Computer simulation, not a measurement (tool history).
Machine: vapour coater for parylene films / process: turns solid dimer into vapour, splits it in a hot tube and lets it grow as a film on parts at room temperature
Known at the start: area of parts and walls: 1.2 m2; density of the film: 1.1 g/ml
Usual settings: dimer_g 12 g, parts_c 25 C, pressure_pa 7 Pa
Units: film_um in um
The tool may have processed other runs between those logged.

run   hour  dimer_g  parts_c  pressure_pa  film_um
  1      0       12       25            7     5.02
  2   13.3       12       25            7        5
  3   27.9       12       25            7     5.02
  4   43.6        9       25            7     3.78
  5     51        9       25            7     3.77
  6   59.4       10       25            7     4.17
  7   66.7       10       25            7     4.16
  8   73.7       10       25            7     4.17
  9   81.5       12       25         2.68      5.3
 10   90.2       12       25         2.68     5.31
 11   99.1       12       25            7     5.01
 12    114       12       25            7     5.04
 13  124.1       12       25            7     5.02
 14  132.1       12       25            7     5.03
 15    142       12       18            7     5.87
 16  149.3       12       18            7     5.81
 17  162.7       12       18            7     5.84
 18  174.1       12       18            7     5.85
 19  184.5       12       18            7     5.83
 20  195.1       12       18            7     5.83
 21  202.2       12       25         4.12     5.19
 22  210.7       12       25         4.12     5.16
 23  222.2       12       25         4.12     5.15
 24  231.3       20       24            7     8.53
 25  243.5       20       23         3.83     9.12
 26    258       12       25         7.34        5
 27    271       12       25         4.53     5.15
 28  279.1       10       26         9.94     4.02
 29  290.2       10       26         9.94     3.99
 30  300.2        9       26         9.94      3.6
 31    307       18       19         5.71     8.68
 32  315.9       18       19         5.71     8.71
 33  326.9       18       19         5.71     8.71
 34  334.1        5       30         2.51        2
 35  345.1       21       30         7.71     7.87
 36  351.8       21       30         7.71     7.84
 37  366.6        9       25            7     3.77
 38  381.7        9       25            7     3.78
 39    397        9       25            7     3.76
 40    413        9       25            7     3.77
 41  424.5        6       29            7      2.3
 42  436.6       18       17         6.39     9.01
 43  447.2       11       25         2.77     4.86
 44  462.5        8       25         3.43     3.46
 45  476.6       10       25          7.4     4.17

Put back what was entered between runs (1 entry, withheld): which listed runs does each sit between, and how does the hidden state differ from the listed run before to the listed run after?
From run 24 to run 25: trap's valve overhauled (hour 242.7)
  vapour lost through the trap's worn valve, %: 0.2 -> 0
